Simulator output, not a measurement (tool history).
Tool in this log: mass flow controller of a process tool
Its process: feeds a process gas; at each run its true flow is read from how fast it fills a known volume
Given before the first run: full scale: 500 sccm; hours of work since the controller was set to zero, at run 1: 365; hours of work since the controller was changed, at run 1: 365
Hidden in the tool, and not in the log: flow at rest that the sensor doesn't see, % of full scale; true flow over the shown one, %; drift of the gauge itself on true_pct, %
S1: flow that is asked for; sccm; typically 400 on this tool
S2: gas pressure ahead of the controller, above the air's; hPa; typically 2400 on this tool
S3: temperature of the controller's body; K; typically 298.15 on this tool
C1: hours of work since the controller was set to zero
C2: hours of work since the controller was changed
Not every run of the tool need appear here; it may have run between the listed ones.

run 1 day=0 | S1=400 S2=2400 S3=298.15 | C1=365 C2=365 | true_flow_(%)=99.91
run 2 day=8.533 | S1=400 S2=2400 S3=293.15 | C1=467 C2=467 | true_flow_(%)=100.17
run 3 day=13.092 | S1=400 S2=2400 S3=297.15 | C1=522 C2=522 | true_flow_(%)=100.09
run 4 day=20.433 | S1=400 S2=2580 S3=298.15 | C1=609 C2=609 | true_flow_(%)=100.04
run 5 day=26.262 | S1=106 S2=2580 S3=298.15 | C1=679 C2=679 | true_flow_(%)=99.36
run 6 day=31.896 | S1=106 S2=2580 S3=298.15 | C1=747 C2=747 | true_flow_(%)=99.35
run 7 day=39.629 | S1=106 S2=2540 S3=298.15 | C1=839 C2=839 | true_flow_(%)=99.32
run 8 day=46.783 | S1=106 S2=2540 S3=307.15 | C1=925 C2=925 | true_flow_(%)=98.78
run 9 day=56.288 | S1=106 S2=2540 S3=307.15 | C1=1038 C2=1038 | true_flow_(%)=98.87
run 10 day=63.338 | S1=106 S2=2540 S3=307.15 | C1=1123 C2=1123 | true_flow_(%)=98.75
run 11 day=68.617 | S1=106 S2=2540 S3=307.15 | C1=1186 C2=1186 | true_flow_(%)=98.61
run 12 day=78.575 | S1=106 S2=2540 S3=307.15 | C1=1305 C2=1305 | true_flow_(%)=98.53
run 13 day=85.212 | S1=106 S2=2540 S3=307.15 | C1=1385 C2=1385 | true_flow_(%)=98.49
run 14 day=90.729 | S1=400 S2=2400 S3=298.15 | C1=1451 C2=1451 | true_flow_(%)=99.49
run 15 day=96.35 | S1=442 S2=2400 S3=298.15 | C1=1518 C2=1518 | true_flow_(%)=99.47
run 16 day=102.921 | S1=400 S2=2400 S3=298.15 | C1=1597 C2=1597 | true_flow_(%)=99.25
run 17 day=112.45 | S1=400 S2=2400 S3=298.15 | C1=1711 C2=1711 | true_flow_(%)=99.21
run 18 day=119.792 | S1=400 S2=2400 S3=298.15 | C1=1798 C2=1798 | true_flow_(%)=99.15
run 19 day=128.117 | S1=400 S2=2400 S3=298.15 | C1=1898 C2=1898 | true_flow_(%)=98.95
run 20 day=137.638 | S1=400 S2=2400 S3=313.15 | C1=2012 C2=2012 | true_flow_(%)=98.42
run 21 day=146.012 | S1=400 S2=2400 S3=313.15 | C1=2112 C2=2112 | true_flow_(%)=98.34
run 22 day=155.454 | S1=400 S2=2400 S3=293.15 | C1=2225 C2=2225 | true_flow_(%)=99.01
run 23 day=160.896 | S1=54 S2=2400 S3=306.15 | C1=2290 C2=2290 | true_flow_(%)=97.61
run 24 day=168.962 | S1=57 S2=2400 S3=298.15 | C1=2387 C2=2387 | true_flow_(%)=97.98
run 25 day=178.792 | S1=143 S2=2010 S3=304.15 | C1=2505 C2=2505 | true_flow_(%)=97.63
run 26 day=187.912 | S1=68 S2=1450 S3=301.15 | C1=2614 C2=2614 | true_flow_(%)=97.11
run 27 day=195.021 | S1=68 S2=1450 S3=301.15 | C1=2699 C2=2699 | true_flow_(%)=97.13
run 28 day=203.004 | S1=68 S2=1450 S3=301.15 | C1=2794 C2=2794 | true_flow_(%)=97.1
run 29 day=208.475 | S1=86 S2=1450 S3=298.15 | C1=2860 C2=2860 | true_flow_(%)=97.21
run 30 day=218.408 | S1=163 S2=1660 S3=297.15 | C1=2979 C2=2979 | true_flow_(%)=97.4
run 31 day=223.071 | S1=400 S2=2050 S3=298.15 | C1=3034 C2=3034 | true_flow_(%)=98.03
run 32 day=227.55 | S1=400 S2=2590 S3=295.15 | C1=3088 C2=3088 | true_flow_(%)=98.58
run 33 day=233.9 | S1=400 S2=2590 S3=295.15 | C1=3164 C2=3164 | true_flow_(%)=98.47
run 34 day=241.929 | S1=400 S2=2590 S3=295.15 | C1=3260 C2=3260 | true_flow_(%)=98.45
run 35 day=248.596 | S1=82 S2=2290 S3=300.15 | C1=3340 C2=3340 | true_flow_(%)=97.39
run 36 day=252.762 | S1=82 S2=2290 S3=300.15 | C1=3390 C2=3390 | true_flow_(%)=97.37
-- day=259.162 gauge calibrated
run 37 day=260.158 | S1=82 S2=2290 S3=300.15 | C1=3478 C2=3478 | true_flow_(%)=99.35
run 38 day=267.2 | S1=400 S2=1720 S3=299.15 | C1=3563 C2=3563 | true_flow_(%)=99.48
run 39 day=274.529 | S1=132 S2=2400 S3=302.15 | C1=3650 C2=3650 | true_flow_(%)=99.08
run 40 day=283.471 | S1=180 S2=1750 S3=302.15 | C1=3757 C2=3757 | true_flow_(%)=98.85
run 41 day=287.871 | S1=79 S2=1900 S3=311.15 | C1=3810 C2=3810 | true_flow_(%)=98.26
run 42 day=295.875 | S1=79 S2=1500 S3=294.15 | C1=3906 C2=3906 | true_flow_(%)=98.61

Measured less the same run without the tool's hidden state. The same run-to-run variation is in both; the gauge's scatter may not be:
run=1 true_flow_(%)=+0
run=2 true_flow_(%)=-0.07
run=3 true_flow_(%)=-0.1
run=4 true_flow_(%)=-0.16
run=5 true_flow_(%)=-0.21
run=6 true_flow_(%)=-0.26
run=7 true_flow_(%)=-0.31
run=8 true_flow_(%)=-0.37
run=9 true_flow_(%)=-0.45
run=10 true_flow_(%)=-0.5
run=11 true_flow_(%)=-0.55
run=12 true_flow_(%)=-0.62
run=13 true_flow_(%)=-0.67
run=14 true_flow_(%)=-0.72
run=15 true_flow_(%)=-0.77
run=16 true_flow_(%)=-0.82
run=17 true_flow_(%)=-0.9
run=18 true_flow_(%)=-0.95
run=19 true_flow_(%)=-1.02
run=20 true_flow_(%)=-1.09
run=21 true_flow_(%)=-1.15
run=22 true_flow_(%)=-1.24
run=23 true_flow_(%)=-1.27
run=24 true_flow_(%)=-1.34
run=25 true_flow_(%)=-1.41
run=26 true_flow_(%)=-1.48
run=27 true_flow_(%)=-1.54
run=28 true_flow_(%)=-1.6
run=29 true_flow_(%)=-1.64
run=30 true_flow_(%)=-1.72
run=31 true_flow_(%)=-1.77
run=32 true_flow_(%)=-1.81
run=33 true_flow_(%)=-1.87
run=34 true_flow_(%)=-1.93
run=35 true_flow_(%)=-1.97
run=36 true_flow_(%)=-2
run=37 true_flow_(%)=-0.03
run=38 true_flow_(%)=-0.08
run=39 true_flow_(%)=-0.14
run=40 true_flow_(%)=-0.2
run=41 true_flow_(%)=-0.24
run=42 true_flow_(%)=-0.31
